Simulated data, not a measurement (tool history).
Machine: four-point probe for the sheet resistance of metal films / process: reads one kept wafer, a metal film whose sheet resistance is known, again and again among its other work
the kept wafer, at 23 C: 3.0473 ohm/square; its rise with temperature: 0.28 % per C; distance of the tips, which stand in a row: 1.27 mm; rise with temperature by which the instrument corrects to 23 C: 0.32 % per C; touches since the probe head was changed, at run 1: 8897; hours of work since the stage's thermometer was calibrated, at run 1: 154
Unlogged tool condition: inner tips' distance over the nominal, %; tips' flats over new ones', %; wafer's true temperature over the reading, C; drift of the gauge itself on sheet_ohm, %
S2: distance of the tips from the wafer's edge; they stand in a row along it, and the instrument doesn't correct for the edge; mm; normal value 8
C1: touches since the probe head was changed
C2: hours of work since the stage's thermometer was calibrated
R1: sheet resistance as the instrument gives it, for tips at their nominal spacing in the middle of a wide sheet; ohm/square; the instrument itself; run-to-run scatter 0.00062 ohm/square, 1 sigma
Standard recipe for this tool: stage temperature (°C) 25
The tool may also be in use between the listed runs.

Run 1, hour 0: usual settings; C1 8897; C2 154. Result: R1 3.084849 ohm/square.
Run 2, hour 41: usual settings but S2 5 mm; C1 10296; C2 179. Result: R1 3.145573 ohm/square.
Run 3, hour 81.6: usual settings but S2 5 mm; C1 11683; C2 203. Result: R1 3.144902 ohm/square.
Run 4, hour 119.9: usual settings but S2 5 mm; C1 12993; C2 225. Result: R1 3.144581 ohm/square.
Run 5, hour 165: usual settings but S2 5 mm; C1 14532; C2 252. Result: R1 3.143195 ohm/square.
Run 6, hour 194.4: usual settings but S2 43 mm; C1 15538; C2 269. Result: R1 3.041902 ohm/square.
Run 7, hour 239.9: usual settings but S2 43 mm; C1 17091; C2 296. Result: R1 3.041842 ohm/square.
Run 8, hour 264.9: usual settings but S2 43 mm; C1 17943; C2 311. Result: R1 3.042009 ohm/square.
Run 9, hour 284.1: usual settings but S2 43 mm; C1 18598; C2 322. Result: R1 3.040788 ohm/square.
Run 10, hour 319.5: usual settings but S2 43 mm; C1 19810; C2 344. Result: R1 3.040355 ohm/square.
Run 11, hour 360.3: usual settings; C1 21201; C2 368. Result: R1 3.079517 ohm/square.
Run 12, hour 382.3: usual settings but stage temperature (°C) 32; C1 21951; C2 381. Result: R1 3.069998 ohm/square.
Run 13, hour 427: usual settings but stage temperature (°C) 32; C1 23478; C2 407. Result: R1 3.069717 ohm/square.
Run 14, hour 454.7: usual settings; C1 24425; C2 424. Result: R1 3.078033 ohm/square.
Run 15, hour 477.1: usual settings; C1 25189; C2 437. Result: R1 3.078343 ohm/square.
Run 16, hour 502.7: usual settings; C1 26064; C2 452. Result: R1 3.07798 ohm/square.
Run 17, hour 540.4: usual settings; C1 27350; C2 474. Result: R1 3.076266 ohm/square.

What will run 18 give?
Run 18, hour 576.6: usual settings; C1 28588; C2 496. Result: R1 ?.

R1: 3.075879 ohm/square
The same run, on a tool lacking any hidden state, would have yielded R1 3.085087 ohm/square.
